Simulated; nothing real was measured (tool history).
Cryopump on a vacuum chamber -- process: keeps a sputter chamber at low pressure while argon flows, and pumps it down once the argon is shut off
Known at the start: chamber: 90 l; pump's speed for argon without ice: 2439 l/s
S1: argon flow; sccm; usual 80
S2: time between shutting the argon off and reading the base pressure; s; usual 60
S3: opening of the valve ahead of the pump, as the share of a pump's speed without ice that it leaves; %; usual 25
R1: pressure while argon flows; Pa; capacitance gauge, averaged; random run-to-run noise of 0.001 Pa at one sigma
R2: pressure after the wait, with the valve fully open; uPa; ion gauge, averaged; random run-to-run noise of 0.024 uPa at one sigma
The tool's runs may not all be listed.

| run | hour | S1 | S2 | S3 | R1 | R2 |
|---|---|---|---|---|---|---|
| 1 | 0 | 80 | 60 | 25 | 0.2279 | 1.07 |
| 2 | 13.6 | 80 | 60 | 25 | 0.2299 | 1.08 |
| 3 | 30.8 | 39 | 60 | 25 | 0.1124 | 1.1 |
| 4 | 39.5 | 80 | 60 | 32 | 0.1814 | 1.13 |
| 5 | 48.9 | 80 | 60 | 25 | 0.2289 | 1.09 |
| 6 | 61.7 | 80 | 60 | 25 | 0.2268 | 1.1 |
| 7 | 70 | 80 | 60 | 25 | 0.2298 | 1.09 |
| 8 | 79.7 | 80 | 60 | 25 | 0.2291 | 1.11 |
| 9 | 88.2 | 80 | 60 | 25 | 0.2313 | 1.14 |
| 10 | 103.2 | 80 | 60 | 25 | 0.2298 | 1.11 |
| 11 | 116.1 | 80 | 60 | 25 | 0.2305 | 1.14 |
| 12 | 128.3 | 80 | 60 | 25 | 0.2298 | 1.19 |
| 13 | 138.7 | 80 | 292 | 25 | 0.2301 | 0.54 |
| 14 | 147.5 | 80 | 35 | 25 | 0.229 | 1.63 |
| 15 | 163.6 | 80 | 60 | 25 | 0.2323 | 1.08 |
| 16 | 176.7 | 80 | 60 | 25 | 0.2305 | 1.14 |
| 17 | 190.5 | 80 | 60 | 25 | 0.2301 | 1.15 |
| 18 | 200.8 | 80 | 183 | 20 | 0.2867 | 0.65 |
| 19 | 210.8 | 148 | 60 | 22 | 0.4832 | 1.18 |
| 20 | 227.9 | 37 | 41 | 25 | 0.1081 | 1.55 |
| 21 | 245 | 56 | 246 | 25 | 0.1618 | 0.62 |
| 22 | 258.8 | 56 | 246 | 25 | 0.1634 | 0.58 |
| 23 | 275.9 | 41 | 120 | 15 | 0.1938 | 0.83 |
| 24 | 284.2 | 92 | 60 | 25 | 0.2671 | 1.2 |
| 25 | 293.7 | 92 | 60 | 25 | 0.2662 | 1.19 |
| 26 | 302 | 92 | 60 | 17 | 0.3867 | 1.21 |
| 27 | 311.5 | 39 | 142 | 20 | 0.1402 | 0.76 |
| 28 | 322.4 | 55 | 289 | 20 | 0.1986 | 0.61 |
| 29 | 340.5 | 89 | 113 | 20 | 0.3233 | 0.87 |
| 30 | 352.5 | 89 | 113 | 20 | 0.3178 | 0.87 |
| 31 | 366 | 89 | 193 | 16 | 0.3973 | 0.73 |
| 32 | 383.5 | 159 | 83 | 58 | 0.2105 | 1.07 |
| 33 | 397.5 | 159 | 83 | 58 | 0.2134 | 1.03 |
| 34 | 411.7 | 52 | 83 | 58 | 0.0693 | 1.02 |

For each run, the measured value with the value that run would have given without the tool's hidden condition subtracted. The run-to-run variation is shared by both, the gauge scatter possibly not:
The hidden state here: pump's speed, % of a pump's without ice; cold plate's temperature, K; leak into the chamber, uPa l/s; drift of the gauge itself on working_pa, %; drift of the gauge itself on base_upa, %.
| run | R1 | R2 |
|---|---|---|
| 1 | +0.0069 | +0.18 |
| 2 | +0.0071 | +0.19 |
| 3 | +0.0035 | +0.2 |
| 4 | +0.0074 | +0.21 |
| 5 | +0.0075 | +0.21 |
| 6 | +0.0075 | +0.21 |
| 7 | +0.0077 | +0.21 |
| 8 | +0.0078 | +0.22 |
| 9 | +0.0079 | +0.23 |
| 10 | +0.008 | +0.23 |
| 11 | +0.0082 | +0.24 |
| 12 | +0.0082 | +0.24 |
| 13 | +0.0083 | +0.24 |
| 14 | +0.0084 | +0.24 |
| 15 | +0.0087 | +0.25 |
| 16 | +0.0088 | +0.26 |
| 17 | +0.0089 | +0.26 |
| 18 | +0.0089 | +0.26 |
| 19 | +0.0168 | +0.28 |
| 20 | +0.0043 | +0.28 |
| 21 | +0.0066 | +0.28 |
| 22 | +0.0067 | +0.3 |
| 23 | +0.005 | +0.3 |
| 24 | +0.0114 | +0.3 |
| 25 | +0.0114 | +0.3 |
| 26 | +0.0116 | +0.31 |
| 27 | +0.005 | +0.32 |
| 28 | +0.0071 | +0.32 |
| 29 | +0.0118 | +0.33 |
| 30 | +0.0117 | +0.33 |
| 31 | +0.0119 | +0.35 |
| 32 | +0.0216 | +0.35 |
| 33 | +0.0221 | +0.36 |
| 34 | +0.0073 | +0.35 |
